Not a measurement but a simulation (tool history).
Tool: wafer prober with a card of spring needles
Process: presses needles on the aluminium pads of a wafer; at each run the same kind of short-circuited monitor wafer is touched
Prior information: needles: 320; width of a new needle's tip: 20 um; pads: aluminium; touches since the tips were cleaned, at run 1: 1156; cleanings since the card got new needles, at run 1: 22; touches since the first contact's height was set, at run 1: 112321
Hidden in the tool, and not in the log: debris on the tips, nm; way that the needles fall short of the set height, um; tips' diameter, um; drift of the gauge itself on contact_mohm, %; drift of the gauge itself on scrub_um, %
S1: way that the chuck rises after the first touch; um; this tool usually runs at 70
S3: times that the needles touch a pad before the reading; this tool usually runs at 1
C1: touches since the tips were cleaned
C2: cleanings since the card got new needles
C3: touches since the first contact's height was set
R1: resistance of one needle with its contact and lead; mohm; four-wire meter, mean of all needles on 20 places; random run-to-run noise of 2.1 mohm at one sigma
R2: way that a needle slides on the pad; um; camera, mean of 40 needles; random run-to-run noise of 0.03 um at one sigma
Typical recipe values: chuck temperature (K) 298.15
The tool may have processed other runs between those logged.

Run 1, day 0: usual settings; C1 1156; C2 22; C3 112321. Result: R1 293 mohm, R2 10.24 um.
Run 2, day 0.321: usual settings but S1 59 um; C1 3955; C2 22; C3 115120. Result: R1 404 mohm, R2 8.55 um.
At day 0.35: tips cleaned on abrasive film.
Run 3, day 0.612: usual settings but S1 59 um; C1 2284; C2 23; C3 117635. Result: R1 362 mohm, R2 8.58 um.
At day 0.85: tips cleaned on abrasive film.
Run 4, day 0.988: usual settings; C1 1219; C2 24; C3 120897. Result: R1 296 mohm, R2 10.18 um.
At day 1.329: tips cleaned on abrasive film.
Run 5, day 1.333: usual settings; C1 22; C2 25; C3 123863. Result: R1 237 mohm, R2 10.16 um.
Run 6, day 1.608: usual settings; C1 2434; C2 25; C3 126275. Result: R1 327 mohm, R2 10.15 um.
At day 1.825: tips cleaned on abrasive film.
Run 7, day 1.867: usual settings; C1 357; C2 26; C3 128487. Result: R1 258 mohm, R2 10.15 um.
Run 8, day 2.192: usual settings; C1 3224; C2 26; C3 131354. Result: R1 347 mohm, R2 10.24 um.
At day 2.333: tips cleaned on abrasive film.
Run 9, day 2.512: usual settings but chuck temperature (K) 304.15; C1 1557; C2 27; C3 134111. Result: R1 311 mohm, R2 10.2 um.
Run 10, day 2.725: usual settings but chuck temperature (K) 304.15; C1 3414; C2 27; C3 135968. Result: R1 348 mohm, R2 10.14 um.
At day 2.829: tips cleaned on abrasive film.
Run 11, day 2.917: usual settings; C1 780; C2 28; C3 137609. Result: R1 277 mohm, R2 10.15 um.
Run 12, day 3.112: usual settings; C1 2508; C2 28; C3 139337. Result: R1 335 mohm, R2 10.13 um.
Run 13, day 3.292: usual settings but S3 2; C1 4053; C2 28; C3 140882. Result: R1 303 mohm, R2 10.15 um.
At day 3.325: tips cleaned on abrasive film.
Run 14, day 3.542: usual settings but S3 2; C1 1879; C2 29; C3 143022. Result: R1 276 mohm, R2 10.15 um.
At day 3.829: tips cleaned on abrasive film.
Run 15, day 3.842: usual settings but S1 84 um, chuck temperature (K) 309.15, S3 2; C1 80; C2 30; C3 145610. Result: R1 234 mohm, R2 12.26 um.
Run 16, day 4.208: usual settings but S3 3; C1 3287; C2 30; C3 148817. Result: R1 271 mohm, R2 10.13 um.
At day 4.325: tips cleaned on abrasive film.
Run 17, day 4.433: usual settings but chuck temperature (K) 382.15, S3 3; C1 945; C2 31; C3 150765. Result: R1 266 mohm, R2 10.12 um.
Run 18, day 4.796: usual settings but chuck temperature (K) 382.15, S3 3; C1 4104; C2 31; C3 153924. Result: R1 286 mohm, R2 10.19 um.
At day 4.817: tips cleaned on abrasive film.
Run 19, day 4.975: usual settings but S1 54 um, chuck temperature (K) 315.15, S3 3; C1 1399; C2 32; C3 155464. Result: R1 277 mohm, R2 7.75 um.
At day 5.092: height of the first contact set anew.
Run 20, day 5.221: usual settings but S1 71 um, chuck temperature (K) 354.15, S3 2; C1 3448; C2 32; C3 1137. Result: R1 303 mohm, R2 10.6 um.
At day 5.308: tips cleaned on abrasive film.
Run 21, day 5.454: usual settings but chuck temperature (K) 299.15; C1 1265; C2 33; C3 3121. Result: R1 299 mohm, R2 10.36 um.
Run 22, day 5.783: usual settings but chuck temperature (K) 329.15, S3 2; C1 4136; C2 33; C3 5992. Result: R1 310 mohm, R2 10.38 um.
At day 5.817: tips cleaned on abrasive film.
Run 23, day 6.079: usual settings but chuck temperature (K) 388.15, S3 2; C1 2303; C2 34; C3 8577. Result: R1 299 mohm, R2 10.39 um.
At day 6.304: tips cleaned on abrasive film.
Run 24, day 6.362: usual settings but S1 89 um, S3 2; C1 504; C2 35; C3 11013. Result: R1 239 mohm, R2 13.19 um.
Run 25, day 6.696: usual settings but S1 58 um, chuck temperature (K) 371.15, S3 2; C1 3414; C2 35; C3 13923. Result: R1 342 mohm, R2 8.59 um.
At day 6.8: tips cleaned on abrasive film.
Run 26, day 6.958: usual settings but S1 65 um, chuck temperature (K) 311.15; C1 1378; C2 36; C3 16158. Result: R1 308 mohm, R2 9.66 um.
Run 27, day 7.183: usual settings but S1 65 um, chuck temperature (K) 311.15; C1 3363; C2 36; C3 18143. Result: R1 366 mohm, R2 9.64 um.

Some steps in R1 between neighbouring runs. How much of each would the tool show without its hidden state too (settings, what came in, random variation), and how much is left for the hidden state, with any gauge scatter that isn't in both results?
Run 1 -> 2: S1 70 -> 59. R1 +111 mohm: hidden state +111, all else +0.
Run 5 -> 6: nothing adjusted, nothing logged. R1 +90 mohm: hidden state +91, all else -1.
Run 24 -> 25: S1 89 -> 58, chuck temperature (K) 298.15 -> 371.15. R1 +103 mohm: hidden state +75, all else +28.
